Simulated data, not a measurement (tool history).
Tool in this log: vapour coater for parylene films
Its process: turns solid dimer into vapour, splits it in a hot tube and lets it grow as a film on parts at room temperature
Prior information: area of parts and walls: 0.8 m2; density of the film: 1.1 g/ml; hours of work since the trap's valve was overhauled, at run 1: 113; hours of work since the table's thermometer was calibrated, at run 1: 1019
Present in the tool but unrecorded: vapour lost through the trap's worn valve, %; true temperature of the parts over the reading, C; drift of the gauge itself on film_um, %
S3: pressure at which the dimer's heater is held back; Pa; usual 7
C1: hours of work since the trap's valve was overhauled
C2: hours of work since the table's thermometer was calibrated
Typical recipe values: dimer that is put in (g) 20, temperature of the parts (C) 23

Run 1, hour 0: usual settings; C1 113; C2 1019. Result: thickness of the film (nm) 15660.
Run 2, hour 22.2: usual settings; C1 130; C2 1036. Result: thickness of the film (nm) 15750.
Run 3, hour 59.7: usual settings; C1 158; C2 1065. Result: thickness of the film (nm) 15520.
Run 4, hour 102.1: usual settings; C1 190; C2 1097. Result: thickness of the film (nm) 15330.
Run 5, hour 144.4: usual settings; C1 223; C2 1129. Result: thickness of the film (nm) 15280.
Run 6, hour 172.4: usual settings but dimer that is put in (g) 36; C1 244; C2 1151. Result: thickness of the film (nm) 27290.
Run 7, hour 193.3: usual settings but dimer that is put in (g) 24; C1 260; C2 1167. Result: thickness of the film (nm) 18070.
Run 8, hour 222.5: usual settings but dimer that is put in (g) 24; C1 282; C2 1189. Result: thickness of the film (nm) 17860.
Run 9, hour 262.4: usual settings but dimer that is put in (g) 24; C1 313; C2 1219. Result: thickness of the film (nm) 17750.
Run 10, hour 295.5: usual settings; C1 338; C2 1244. Result: thickness of the film (nm) 14540.
Run 11, hour 322.5: usual settings but temperature of the parts (C) 29, S3 2.21 Pa; C1 358; C2 1265. Result: thickness of the film (nm) 13580.
At hour 338.1: trap's valve overhauled.
Run 12, hour 351.3: usual settings but temperature of the parts (C) 29, S3 2.21 Pa; C1 10; C2 1284. Result: thickness of the film (nm) 12650.

Run 13, settings as shown, results not yet in. Your forecast:
Run 13, hour 383.2: usual settings but dimer that is put in (g) 25, temperature of the parts (C) 15, S3 3.16 Pa; C1 34; C2 1308. Result: thickness of the film (nm) ?.

thickness of the film (nm): 22970
The same run, on a tool lacking any hidden state, would have yielded thickness of the film (nm) 27630.

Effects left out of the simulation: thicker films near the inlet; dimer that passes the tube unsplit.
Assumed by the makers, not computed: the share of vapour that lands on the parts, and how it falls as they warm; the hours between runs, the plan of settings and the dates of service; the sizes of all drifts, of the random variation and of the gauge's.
